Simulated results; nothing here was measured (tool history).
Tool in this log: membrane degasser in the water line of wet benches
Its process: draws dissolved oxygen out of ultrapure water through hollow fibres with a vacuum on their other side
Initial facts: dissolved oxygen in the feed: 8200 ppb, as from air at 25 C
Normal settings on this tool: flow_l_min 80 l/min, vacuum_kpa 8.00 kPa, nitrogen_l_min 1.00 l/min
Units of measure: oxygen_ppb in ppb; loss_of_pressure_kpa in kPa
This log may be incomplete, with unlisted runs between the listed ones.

run,hour,flow_l_min,vacuum_kpa,nitrogen_l_min,oxygen_ppb,loss_of_pressure_kpa
1,0.0,80,8.00,1.00,643.2,30.94
2,91.6,80,5.30,1.00,315.4,30.85
3,177.8,80,8.00,1.00,648.7,31.03
4,257.9,80,8.00,1.00,645.3,30.71
5,361.8,77,8.00,1.00,630.1,29.47
6,432.0,71,8.00,0.68,748.7,27.37
# hour 438.1: vacuum gauge calibrated
7,534.7,49,5.44,1.00,227.4,19.03
8,597.4,55,7.82,1.00,476.5,21.32
9,669.2,55,7.82,1.43,366.2,21.13
10,740.5,55,7.82,1.43,364.1,21.22

Each row is a separate what-if for the run after 10, all from the same tool condition, not one after another. Results?
A,811.9,55,7.16,1.43,?,?
B,811.9,92,7.82,1.43,?,?
C,811.9,80,13.95,1.00,?,?
D,811.9,48,8.00,1.00,?,?
E,811.9,80,9.32,1.00,?,?

run,oxygen_ppb,loss_of_pressure_kpa
A,318.0,21.31
B,569.6,35.55
C,1321.7,30.89
D,446.8,18.63
E,813.7,30.79
Without the tool's unlogged condition, the same runs would have read:
run,oxygen_ppb,loss_of_pressure_kpa
A,300.2,21.01
B,542.3,35.05
C,1296.2,30.45
D,426.5,18.37
E,785.0,30.35
